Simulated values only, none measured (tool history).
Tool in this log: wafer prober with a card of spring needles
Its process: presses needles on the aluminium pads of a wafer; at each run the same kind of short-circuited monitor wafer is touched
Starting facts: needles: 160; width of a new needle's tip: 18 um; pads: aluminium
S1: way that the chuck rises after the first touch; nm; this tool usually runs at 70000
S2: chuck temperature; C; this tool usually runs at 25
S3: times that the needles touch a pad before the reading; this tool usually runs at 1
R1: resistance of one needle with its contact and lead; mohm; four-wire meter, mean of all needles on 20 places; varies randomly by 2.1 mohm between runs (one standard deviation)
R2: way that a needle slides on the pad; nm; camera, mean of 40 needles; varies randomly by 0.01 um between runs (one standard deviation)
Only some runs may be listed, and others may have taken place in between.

| run | hour | S1 | S2 | S3 | R1 | R2 |
|---|---|---|---|---|---|---|
| 1 | 0.0 | 70000 | 25 | 1 | 384 | 14016 |
|  | 1.9 | tips cleaned on abrasive film |
| 2 | 24.9 | 70000 | 25 | 1 | 360 | 14000 |
|  | 36.2 | tips cleaned on abrasive film |
|  | 69.8 | tips cleaned on abrasive film |
| 3 | 69.8 | 74000 | 25 | 1 | 244 | 14789 |
| 4 | 100.1 | 70000 | 25 | 1 | 378 | 13974 |
|  | 104.2 | tips cleaned on abrasive film |
| 5 | 120.0 | 70000 | 25 | 1 | 346 | 13973 |
|  | 136.4 | tips cleaned on abrasive film |
| 6 | 158.1 | 70000 | 25 | 3 | 271 | 13956 |
|  | 169.2 | tips cleaned on abrasive film |
| 7 | 191.6 | 70000 | 25 | 3 | 282 | 13944 |
|  | 201.5 | tips cleaned on abrasive film |
|  | 234.5 | tips cleaned on abrasive film |
| 8 | 234.9 | 70000 | 25 | 3 | 233 | 13937 |
|  | 267.7 | tips cleaned on abrasive film |
| 9 | 267.7 | 70000 | 25 | 1 | 248 | 13910 |
|  | 301.3 | tips cleaned on abrasive film |
| 10 | 304.7 | 70000 | 25 | 1 | 270 | 13920 |
|  | 335.0 | tips cleaned on abrasive film |
| 11 | 341.4 | 62000 | 25 | 1 | 319 | 12306 |
|  | 368.3 | tips cleaned on abrasive film |
| 12 | 381.0 | 62000 | 25 | 1 | 350 | 12274 |
|  | 401.9 | tips cleaned on abrasive film |
| 13 | 408.9 | 62000 | 25 | 1 | 327 | 12258 |
| 14 | 427.3 | 62000 | 25 | 1 | 412 | 12278 |
|  | 436.6 | tips cleaned on abrasive film |
|  | 468.9 | tips cleaned on abrasive film |
|  | 469.2 | height of the first contact set anew |
| 15 | 469.2 | 81000 | 123 | 1 | 265 | 16286 |
| 16 | 499.6 | 62000 | 123 | 1 | 413 | 12477 |
|  | 501.7 | tips cleaned on abrasive film |
| 17 | 521.2 | 71000 | 41 | 2 | 304 | 14282 |
|  | 534.8 | tips cleaned on abrasive film |
| 18 | 540.9 | 71000 | 41 | 2 | 265 | 14271 |
|  | 568.2 | tips cleaned on abrasive film |
| 19 | 568.8 | 79000 | 55 | 1 | 247 | 15857 |
|  | 601.2 | tips cleaned on abrasive film |
| 20 | 608.7 | 79000 | 55 | 1 | 293 | 15885 |
|  | 633.7 | tips cleaned on abrasive film |
| 21 | 649.1 | 79000 | 55 | 1 | 319 | 15863 |
|  | 668.0 | tips cleaned on abrasive film |
| 22 | 681.2 | 79000 | 55 | 1 | 320 | 15826 |

Forecast each of these 4 alternatives for the next run:
|  | 700.2 | tips cleaned on abrasive film |
| A | 715.2 | 79000 | 45 | 3 | ? | ? |
|  | 700.2 | tips cleaned on abrasive film |
| B | 715.2 | 70000 | 51 | 1 | ? | ? |
|  | 700.2 | tips cleaned on abrasive film |
| C | 715.2 | 76000 | 106 | 2 | ? | ? |
|  | 700.2 | tips cleaned on abrasive film |
| D | 715.2 | 52000 | 58 | 1 | ? | ? |

| run | R1 | R2 |
|---|---|---|
| A | 261 | 15838 |
| B | 333 | 14009 |
| C | 297 | 15211 |
| D | 414 | 10381 |
Had the tool no hidden state, the same runs would have come out as:
| run | R1 | R2 |
|---|---|---|
| A | 231 | 15918 |
| B | 233 | 14089 |
| C | 248 | 15291 |
| D | 242 | 10461 |
